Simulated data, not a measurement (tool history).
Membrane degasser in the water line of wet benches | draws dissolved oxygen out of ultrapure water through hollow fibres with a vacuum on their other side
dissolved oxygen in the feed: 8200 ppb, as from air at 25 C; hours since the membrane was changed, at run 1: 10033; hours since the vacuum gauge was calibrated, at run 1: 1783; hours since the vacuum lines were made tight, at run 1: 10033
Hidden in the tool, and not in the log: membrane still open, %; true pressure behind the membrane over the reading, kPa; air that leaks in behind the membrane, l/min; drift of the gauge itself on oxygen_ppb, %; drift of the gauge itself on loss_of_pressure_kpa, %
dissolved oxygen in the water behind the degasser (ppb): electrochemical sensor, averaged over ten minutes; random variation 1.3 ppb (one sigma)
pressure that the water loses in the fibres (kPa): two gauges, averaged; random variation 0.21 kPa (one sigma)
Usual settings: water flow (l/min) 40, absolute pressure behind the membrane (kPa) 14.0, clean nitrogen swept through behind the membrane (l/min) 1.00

| run | hour | water flow (l/min) | absolute pressure behind the membrane (kPa) | clean nitrogen swept through behind the membrane (l/min) | hours since the membrane was changed | hours since the vacuum gauge was calibrated | hours since the vacuum lines were made tight | dissolved oxygen in the water behind the degasser (ppb) | pressure that the water loses in the fibres (kPa) |
|---|---|---|---|---|---|---|---|---|---|
| 1 | 0.0 | 40 | 14.0 | 1.00 | 10033 | 1783 | 10033 | 811.5 | 50.34 |
| 2 | 213.8 | 40 | 14.0 | 1.00 | 10246 | 1996 | 10246 | 810.0 | 50.27 |
|  | 347.9 | seals of the vacuum lines changed |
| 3 | 359.9 | 40 | 14.0 | 1.00 | 10391 | 2140 | 12 | 811.9 | 50.13 |
| 4 | 485.5 | 40 | 14.0 | 1.61 | 10516 | 2266 | 138 | 564.3 | 50.06 |
| 5 | 763.4 | 40 | 14.0 | 1.00 | 10794 | 2544 | 415 | 810.0 | 50.32 |
| 6 | 1043.2 | 40 | 14.0 | 1.00 | 11074 | 2824 | 695 | 809.7 | 50.48 |
| 7 | 1199.5 | 40 | 14.0 | 1.00 | 11230 | 2980 | 852 | 812.1 | 50.31 |
| 8 | 1464.7 | 40 | 14.0 | 1.00 | 11495 | 3245 | 1117 | 812.6 | 50.22 |
| 9 | 1747.9 | 40 | 14.0 | 1.00 | 11779 | 3528 | 1400 | 812.7 | 50.69 |
| 10 | 1960.7 | 40 | 14.0 | 1.00 | 11991 | 3741 | 1613 | 812.7 | 50.43 |
| 11 | 2110.5 | 40 | 14.0 | 1.00 | 12141 | 3891 | 1763 | 814.4 | 50.36 |
|  | 2313.8 | vacuum gauge calibrated |
| 12 | 2381.8 | 40 | 25.4 | 1.00 | 12412 | 68 | 2033 | 1523.8 | 50.45 |
| 13 | 2516.9 | 49 | 25.4 | 1.00 | 12547 | 203 | 2168 | 1763.6 | 61.68 |
| 14 | 2699.9 | 50 | 30.2 | 1.00 | 12730 | 386 | 2351 | 2091.3 | 63.54 |
| 15 | 2880.4 | 37 | 14.4 | 1.41 | 12911 | 567 | 2532 | 607.1 | 46.81 |
| 16 | 3034.5 | 30 | 14.4 | 1.57 | 13065 | 721 | 2686 | 462.1 | 37.68 |
| 17 | 3270.6 | 41 | 25.9 | 1.26 | 13301 | 957 | 2922 | 1348.9 | 52.11 |
|  | 3370.9 | vacuum gauge calibrated, once more |
| 18 | 3401.1 | 40 | 24.1 | 0.50 | 13431 | 30 | 3052 | 2239.4 | 50.46 |
| 19 | 3627.1 | 40 | 24.1 | 0.50 | 13657 | 256 | 3278 | 2241.2 | 50.57 |
| 20 | 3756.3 | 62 | 12.4 | 2.97 | 13786 | 385 | 3407 | 511.5 | 78.90 |
| 21 | 3938.4 | 29 | 14.0 | 1.09 | 13968 | 568 | 3589 | 585.3 | 36.66 |
| 22 | 4097.3 | 34 | 14.0 | 1.00 | 14127 | 726 | 3748 | 713.9 | 43.56 |
| 23 | 4336.1 | 40 | 20.2 | 1.61 | 14366 | 965 | 3987 | 852.8 | 51.16 |
| 24 | 4523.5 | 34 | 20.2 | 2.06 | 14553 | 1153 | 4175 | 606.5 | 43.32 |
| 25 | 4750.2 | 40 | 24.5 | 2.11 | 14780 | 1379 | 4401 | 845.3 | 50.65 |
| 26 | 4903.1 | 40 | 20.0 | 2.45 | 14933 | 1532 | 4554 | 606.6 | 50.62 |

Forecast each of these 3 alternatives for the next run:
| A | 5158.9 | 26 | 12.1 | 2.45 | 15189 | 1788 | 4810 | ? | ? |
| B | 5158.9 | 29 | 13.4 | 0.68 | 15189 | 1788 | 4810 | ? | ? |
| C | 5158.9 | 40 | 14.0 | 0.97 | 15189 | 1788 | 4810 | ? | ? |

| run | dissolved oxygen in the water behind the degasser (ppb) | pressure that the water loses in the fibres (kPa) |
|---|---|---|
| A | 221.9 | 32.95 |
| B | 799.7 | 36.91 |
| C | 833.9 | 50.87 |
Without the tool's hidden state the same runs would have given:
| run | dissolved oxygen in the water behind the degasser (ppb) | pressure that the water loses in the fibres (kPa) |
|---|---|---|
| A | 218.5 | 31.52 |
| B | 795.7 | 35.31 |
| C | 827.0 | 48.67 |
